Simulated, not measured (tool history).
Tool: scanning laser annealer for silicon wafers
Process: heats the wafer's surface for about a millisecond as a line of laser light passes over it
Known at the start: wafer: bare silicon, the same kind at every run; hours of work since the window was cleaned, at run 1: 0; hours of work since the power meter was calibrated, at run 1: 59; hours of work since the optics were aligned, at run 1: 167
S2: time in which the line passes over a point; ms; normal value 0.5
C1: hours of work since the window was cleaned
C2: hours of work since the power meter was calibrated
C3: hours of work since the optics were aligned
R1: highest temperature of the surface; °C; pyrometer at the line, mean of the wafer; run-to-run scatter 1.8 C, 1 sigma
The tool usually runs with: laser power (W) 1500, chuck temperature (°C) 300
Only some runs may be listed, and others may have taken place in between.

run 1 hour=0 | laser_power_(W)=1500 S2=0.5 chuck_temperature_(°C)=300 | C1=0 C2=59 C3=167 | R1=1036
run 2 hour=6.4 | laser_power_(W)=1500 S2=0.5 chuck_temperature_(°C)=300 | C1=3 C2=63 C3=171 | R1=1035
run 3 hour=16.4 | laser_power_(W)=1500 S2=0.5 chuck_temperature_(°C)=268 | C1=8 C2=68 C3=176 | R1=1005
run 4 hour=22.5 | laser_power_(W)=1500 S2=0.5 chuck_temperature_(°C)=294 | C1=12 C2=71 C3=179 | R1=1032
run 5 hour=30.8 | laser_power_(W)=1500 S2=0.5 chuck_temperature_(°C)=312 | C1=16 C2=75 C3=183 | R1=1048
run 6 hour=39.6 | laser_power_(W)=1500 S2=0.5 chuck_temperature_(°C)=312 | C1=20 C2=80 C3=188 | R1=1051
run 7 hour=49.8 | laser_power_(W)=1500 S2=0.5 chuck_temperature_(°C)=312 | C1=26 C2=85 C3=193 | R1=1049
run 8 hour=61.1 | laser_power_(W)=1500 S2=0.5 chuck_temperature_(°C)=312 | C1=31 C2=91 C3=199 | R1=1047
run 9 hour=69.1 | laser_power_(W)=1500 S2=0.5 chuck_temperature_(°C)=312 | C1=36 C2=95 C3=203 | R1=1047
run 10 hour=78.4 | laser_power_(W)=1500 S2=0.5 chuck_temperature_(°C)=312 | C1=40 C2=100 C3=208 | R1=1046
run 11 hour=89 | laser_power_(W)=1500 S2=0.5 chuck_temperature_(°C)=312 | C1=46 C2=105 C3=213 | R1=1049
run 12 hour=96.3 | laser_power_(W)=1500 S2=0.5 chuck_temperature_(°C)=312 | C1=50 C2=109 C3=217 | R1=1047
run 13 hour=105 | laser_power_(W)=1500 S2=0.5 chuck_temperature_(°C)=312 | C1=54 C2=113 C3=221 | R1=1050
run 14 hour=117.1 | laser_power_(W)=1500 S2=0.5 chuck_temperature_(°C)=312 | C1=60 C2=120 C3=228 | R1=1051
run 15 hour=125.4 | laser_power_(W)=1500 S2=0.5 chuck_temperature_(°C)=312 | C1=65 C2=124 C3=232 | R1=1049
run 16 hour=131.8 | laser_power_(W)=1497 S2=0.5 chuck_temperature_(°C)=300 | C1=68 C2=127 C3=235 | R1=1034
run 17 hour=142.1 | laser_power_(W)=1497 S2=0.5 chuck_temperature_(°C)=300 | C1=73 C2=132 C3=240 | R1=1035
run 18 hour=151.3 | laser_power_(W)=1500 S2=0.5 chuck_temperature_(°C)=300 | C1=78 C2=137 C3=245 | R1=1033
run 19 hour=159.2 | laser_power_(W)=1520 S2=0.403 chuck_temperature_(°C)=300 | C1=82 C2=141 C3=249 | R1=968
run 20 hour=170 | laser_power_(W)=1520 S2=0.403 chuck_temperature_(°C)=300 | C1=88 C2=147 C3=255 | R1=971
run 21 hour=177.2 | laser_power_(W)=1334 S2=0.492 chuck_temperature_(°C)=310 | C1=91 C2=150 C3=259 | R1=960
run 22 hour=184.9 | laser_power_(W)=1637 S2=0.489 chuck_temperature_(°C)=317 | C1=95 C2=154 C3=262 | R1=1115
run 23 hour=193.7 | laser_power_(W)=1500 S2=0.553 chuck_temperature_(°C)=300 | C1=100 C2=159 C3=267 | R1=1075
run 24 hour=205.5 | laser_power_(W)=1500 S2=0.553 chuck_temperature_(°C)=300 | C1=106 C2=165 C3=273 | R1=1074
run 25 hour=213.1 | laser_power_(W)=1500 S2=0.525 chuck_temperature_(°C)=271 | C1=110 C2=169 C3=277 | R1=1023
run 26 hour=219.9 | laser_power_(W)=1569 S2=0.507 chuck_temperature_(°C)=287 | C1=113 C2=172 C3=281 | R1=1063
run 27 hour=227.7 | laser_power_(W)=1569 S2=0.507 chuck_temperature_(°C)=287 | C1=117 C2=177 C3=285 | R1=1067
run 28 hour=235.7 | laser_power_(W)=1584 S2=0.604 chuck_temperature_(°C)=335 | C1=121 C2=181 C3=289 | R1=1191
run 29 hour=241.5 | laser_power_(W)=1584 S2=0.604 chuck_temperature_(°C)=335 | C1=124 C2=184 C3=292 | R1=1190
run 30 hour=252.9 | laser_power_(W)=1515 S2=0.604 chuck_temperature_(°C)=335 | C1=130 C2=189 C3=297 | R1=1153
run 31 hour=264.8 | laser_power_(W)=1323 S2=0.541 chuck_temperature_(°C)=300 | C1=136 C2=196 C3=304 | R1=972
run 32 hour=270.6 | laser_power_(W)=1431 S2=0.603 chuck_temperature_(°C)=300 | C1=139 C2=199 C3=307 | R1=1069
run 33 hour=277.9 | laser_power_(W)=1431 S2=0.603 chuck_temperature_(°C)=292 | C1=143 C2=202 C3=310 | R1=1064
run 34 hour=287.1 | laser_power_(W)=1431 S2=0.603 chuck_temperature_(°C)=284 | C1=148 C2=207 C3=315 | R1=1052
run 35 hour=295.4 | laser_power_(W)=1431 S2=0.603 chuck_temperature_(°C)=284 | C1=152 C2=211 C3=319 | R1=1054

Below are 4 alternative next runs, each starting from the tool's condition after run 35. Predict each:
run A hour=302.3 | laser_power_(W)=1591 S2=0.446 chuck_temperature_(°C)=300 | C1=156 C2=215 C3=323 | R1=?
run B hour=302.3 | laser_power_(W)=1431 S2=0.51 chuck_temperature_(°C)=305 | C1=156 C2=215 C3=323 | R1=?
run C hour=302.3 | laser_power_(W)=1431 S2=0.556 chuck_temperature_(°C)=272 | C1=156 C2=215 C3=323 | R1=?
run D hour=302.3 | laser_power_(W)=1315 S2=0.5 chuck_temperature_(°C)=300 | C1=156 C2=215 C3=323 | R1=?

run=A R1=1036
run=B R1=1013
run=C R1=1009
run=D R1=945
Had the tool no hidden state, the same runs would have come out as:
run=A R1=1037
run=B R1=1013
run=C R1=1010
run=D R1=946
